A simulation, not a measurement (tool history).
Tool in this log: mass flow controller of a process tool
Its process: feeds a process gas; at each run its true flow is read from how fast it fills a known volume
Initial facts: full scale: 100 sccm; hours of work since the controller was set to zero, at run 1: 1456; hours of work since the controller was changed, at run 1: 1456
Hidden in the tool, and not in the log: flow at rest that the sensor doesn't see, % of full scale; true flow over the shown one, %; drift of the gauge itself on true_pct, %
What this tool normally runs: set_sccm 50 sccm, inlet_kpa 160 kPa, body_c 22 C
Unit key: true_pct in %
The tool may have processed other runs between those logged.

run,day,set_sccm,inlet_kpa,body_c,hours of work since the controller was set to zero,hours of work since the controller was changed,true_pct
1,0,50,160,22,1456,1456,98.77
2,6.604,50,160,22,1580,1580,98.73
3,16.079,50,160,22,1758,1758,98.66
4,23.962,48,160,22,1907,1907,98.75
5,31.846,50,160,24,2055,2055,98.85
6,42.596,50,160,24,2257,2257,98.88
7,49.65,50,160,22,2390,2390,98.75
8,60.208,50,160,22,2588,2588,98.67
9,74.45,50,160,31,2856,2856,99.21
10,89.3,50,160,22,3136,3136,98.73
11,99.858,50,160,25,3334,3334,98.89
12,113.862,14,160,22,3597,3597,98.02
13,127.271,14,160,22,3850,3850,98.01
14,133.967,14,160,22,3976,3976,97.95
15,142.383,14,160,22,4134,4134,98.02
16,154.883,14,160,22,4369,4369,97.97
17,167.862,14,160,22,4613,4613,98.05
18,180.696,25,160,22,4854,4854,98.24
19,190.342,25,160,22,5036,5036,98.3
20,204.9,25,160,22,5309,5309,98.31
21,214.388,50,201,22,5488,5488,98.8
22,227.633,50,160,22,5737,5737,98.79
23,239.112,50,160,22,5953,5953,98.77
24,251.433,50,160,22,6185,6185,98.75
25,258.104,17,160,22,6310,6310,98.09
26,271.95,25,213,28,6570,6570,98.78
27,281.996,25,213,28,6759,6759,98.8
28,291.004,16,265,33,6929,6929,99.07
29,305.671,16,265,33,7205,7205,99.02
30,318.146,16,265,33,7439,7439,99.01
31,328.692,85,217,28,7638,7638,100.01
32,336.425,14,209,22,7783,7783,98.29
33,350.042,13,218,21,8039,8039,98.1
34,364.025,64,160,27,8302,8302,99.27
# day 374.95: controller's zero set anew
35,377.496,17,216,22,48,8555,98.38
36,384.442,17,216,22,179,8686,98.36
37,394.758,44,223,35,373,8880,99.6
38,407.875,95,180,22,619,9126,99.82
# day 409.233: controller exchanged for a calibrated one
39,416.058,45,239,30,128,128,99.32
40,423.483,45,171,30,268,268,99.12
41,432.788,45,171,30,443,443,99.11
42,439.996,24,277,22,579,579,98.71
43,450.471,50,160,32,776,776,99.31
44,461.783,50,160,32,988,988,99.17
45,467.838,35,156,38,1102,1102,99.18
46,474.533,35,156,22,1228,1228,98.43
47,483.717,14,181,38,1401,1401,98.94

Branching from run 47: 3 alternative next runs. What would each branch give?
A,495.079,48,235,36,1614,1614,?
B,495.079,14,212,38,1614,1614,?
C,495.079,50,176,26,1614,1614,?

run,true_pct
A,99.84
B,99.14
C,99.06
Take away the tool's hidden state, keep each run's random variation, and the runs would have read:
run,true_pct
A,99.83
B,99.15
C,99.06
